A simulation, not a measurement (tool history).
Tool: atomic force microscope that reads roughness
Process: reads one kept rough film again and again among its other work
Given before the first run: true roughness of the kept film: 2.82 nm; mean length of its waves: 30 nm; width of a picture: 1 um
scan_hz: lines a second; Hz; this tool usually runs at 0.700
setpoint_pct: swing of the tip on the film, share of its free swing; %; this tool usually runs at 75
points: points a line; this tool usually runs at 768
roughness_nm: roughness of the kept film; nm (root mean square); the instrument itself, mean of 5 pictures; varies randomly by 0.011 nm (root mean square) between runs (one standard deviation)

run	day	scan_hz	setpoint_pct	points	roughness_nm
1	0.000	0.700	75	768	2.474
2	0.562	0.700	75	768	2.415
3	1.342	0.700	75	768	2.350
4	2.233	0.700	75	381	2.260
# day 2.583: new tip fitted
5	2.708	0.700	75	381	2.485
6	3.438	0.700	63	768	2.474
7	4.117	0.700	63	768	2.423
8	5.121	0.700	63	768	2.320
# day 5.333: new tip fitted
9	5.950	3.582	63	768	2.251
10	6.554	3.582	63	768	2.191
11	7.033	0.700	67	768	2.386
12	7.629	0.700	75	768	2.297
# day 8.183: new tip fitted
13	8.254	0.700	75	768	2.497
14	9.150	0.700	75	768	2.422
15	9.729	0.700	75	768	2.359
16	10.308	0.700	75	768	2.300
# day 11.038: new tip fitted
17	11.271	0.700	75	768	2.478
18	12.088	0.700	75	768	2.389
19	12.858	0.700	75	768	2.330
20	13.333	0.700	75	768	2.283
# day 13.812: new tip fitted
21	14.075	1.357	75	768	2.360
22	15.100	3.140	75	768	1.985
23	15.888	3.140	75	768	1.935
# day 16.621: new tip fitted
24	16.825	1.394	75	768	2.358
25	17.692	1.394	75	768	2.274
26	18.483	2.107	68	440	2.175
27	19.354	2.336	56	327	2.223
# day 19.433: new tip fitted
28	19.971	0.566	75	482	2.482
29	20.762	0.566	75	482	2.400
30	21.604	0.566	58	611	2.387
31	22.058	0.566	78	483	2.277
# day 22.242: new tip fitted
32	22.796	0.611	80	768	2.417
33	23.625	0.611	80	768	2.342
34	24.654	0.611	80	768	2.265
# day 24.992: new tip fitted
35	25.362	1.608	75	278	2.263
36	25.925	0.586	85	278	2.322
37	26.679	0.586	85	278	2.271
38	27.217	2.930	70	278	2.024
39	27.721	2.930	70	278	1.988
# day 27.792: new tip fitted
40	28.571	2.930	70	278	2.137
41	29.500	2.930	65	541	2.168
42	30.417	2.917	65	541	2.115
# day 30.600: new tip fitted
43	31.354	2.917	65	541	2.259
44	32.104	3.546	57	541	2.268
45	32.879	0.700	72	867	2.306
# day 33.404: new tip fitted
46	33.858	0.639	83	385	2.386
47	34.825	2.638	60	431	2.286
48	35.304	2.191	75	926	2.075

Predict each of these 3 candidate next runs independently; none follows another, all start after run 48:
# day 36.225: new tip fitted
A	36.225	0.598	82	281	?
# day 36.225: new tip fitted
B	36.225	0.719	64	505	?
# day 36.225: new tip fitted
C	36.225	0.702	68	1002	?

run	roughness_nm
A	2.459
B	2.549
C	2.548
What these runs would have given with no unlogged condition in the tool:
run	roughness_nm
A	2.457
B	2.547
C	2.546

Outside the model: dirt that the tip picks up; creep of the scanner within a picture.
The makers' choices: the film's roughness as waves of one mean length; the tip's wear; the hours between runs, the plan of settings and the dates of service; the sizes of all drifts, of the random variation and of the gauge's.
